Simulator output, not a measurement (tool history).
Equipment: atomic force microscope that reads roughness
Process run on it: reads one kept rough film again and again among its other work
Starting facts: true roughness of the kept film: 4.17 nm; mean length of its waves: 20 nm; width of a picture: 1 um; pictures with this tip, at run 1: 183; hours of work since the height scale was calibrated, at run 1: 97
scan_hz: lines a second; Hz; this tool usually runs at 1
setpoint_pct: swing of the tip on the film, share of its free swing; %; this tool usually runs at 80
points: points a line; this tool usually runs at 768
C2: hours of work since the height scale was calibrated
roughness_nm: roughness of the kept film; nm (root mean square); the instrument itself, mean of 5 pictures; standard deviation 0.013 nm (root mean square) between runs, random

{"run": 1, "day": 0.0, "scan_hz": 1, "setpoint_pct": 80, "points": 768, "pictures with this tip": 183, "C2": 97, "roughness_nm": 2.985}
{"run": 2, "day": 0.654, "scan_hz": 1, "setpoint_pct": 80, "points": 768, "pictures with this tip": 201, "C2": 108, "roughness_nm": 3.011}
{"run": 3, "day": 0.946, "scan_hz": 0.73, "setpoint_pct": 80, "points": 768, "pictures with this tip": 209, "C2": 113, "roughness_nm": 3.065}
{"run": 4, "day": 1.438, "scan_hz": 0.73, "setpoint_pct": 80, "points": 768, "pictures with this tip": 222, "C2": 121, "roughness_nm": 3.077}
{"run": 5, "day": 1.812, "scan_hz": 0.73, "setpoint_pct": 80, "points": 768, "pictures with this tip": 232, "C2": 127, "roughness_nm": 3.056}
{"run": 6, "day": 2.283, "scan_hz": 0.73, "setpoint_pct": 80, "points": 768, "pictures with this tip": 245, "C2": 135, "roughness_nm": 3.042}
{"run": 7, "day": 2.571, "scan_hz": 0.73, "setpoint_pct": 79, "points": 678, "pictures with this tip": 253, "C2": 140, "roughness_nm": 3.068}
{"run": 8, "day": 3.088, "scan_hz": 1, "setpoint_pct": 66, "points": 629, "pictures with this tip": 267, "C2": 149, "roughness_nm": 3.103}
{"run": 9, "day": 3.388, "scan_hz": 1, "setpoint_pct": 66, "points": 629, "pictures with this tip": 275, "C2": 154, "roughness_nm": 3.104}
{"run": 10, "day": 4.042, "scan_hz": 3.97, "setpoint_pct": 78, "points": 306, "pictures with this tip": 293, "C2": 165, "roughness_nm": 2.518}
{"day": 4.608, "done": "new tip fitted"}
{"run": 11, "day": 4.7, "scan_hz": 1, "setpoint_pct": 64, "points": 768, "pictures with this tip": 3, "C2": 175, "roughness_nm": 3.129}
{"run": 12, "day": 5.242, "scan_hz": 0.66, "setpoint_pct": 80, "points": 554, "pictures with this tip": 17, "C2": 184, "roughness_nm": 3.071}

5 options for the next run, each taken on its own from the tool as it stands now. Forecast them:
{"run": "A", "day": 5.708, "scan_hz": 0.66, "setpoint_pct": 78, "points": 956, "pictures with this tip": 30, "C2": 192, "roughness_nm": "?"}
{"run": "B", "day": 5.708, "scan_hz": 0.59, "setpoint_pct": 80, "points": 275, "pictures with this tip": 30, "C2": 192, "roughness_nm": "?"}
{"run": "C", "day": 5.708, "scan_hz": 1.38, "setpoint_pct": 66, "points": 412, "pictures with this tip": 30, "C2": 192, "roughness_nm": "?"}
{"run": "D", "day": 5.708, "scan_hz": 0.66, "setpoint_pct": 74, "points": 554, "pictures with this tip": 30, "C2": 192, "roughness_nm": "?"}
{"run": "E", "day": 5.708, "scan_hz": 3, "setpoint_pct": 79, "points": 446, "pictures with this tip": 30, "C2": 192, "roughness_nm": "?"}

run=A roughness_nm=3.114
run=B roughness_nm=2.993
run=C roughness_nm=3.044
run=D roughness_nm=3.105
run=E roughness_nm=2.698
Had the tool no hidden state, the same runs would have come out as:
run=A roughness_nm=3.115
run=B roughness_nm=2.995
run=C roughness_nm=3.045
run=D roughness_nm=3.106
run=E roughness_nm=2.699
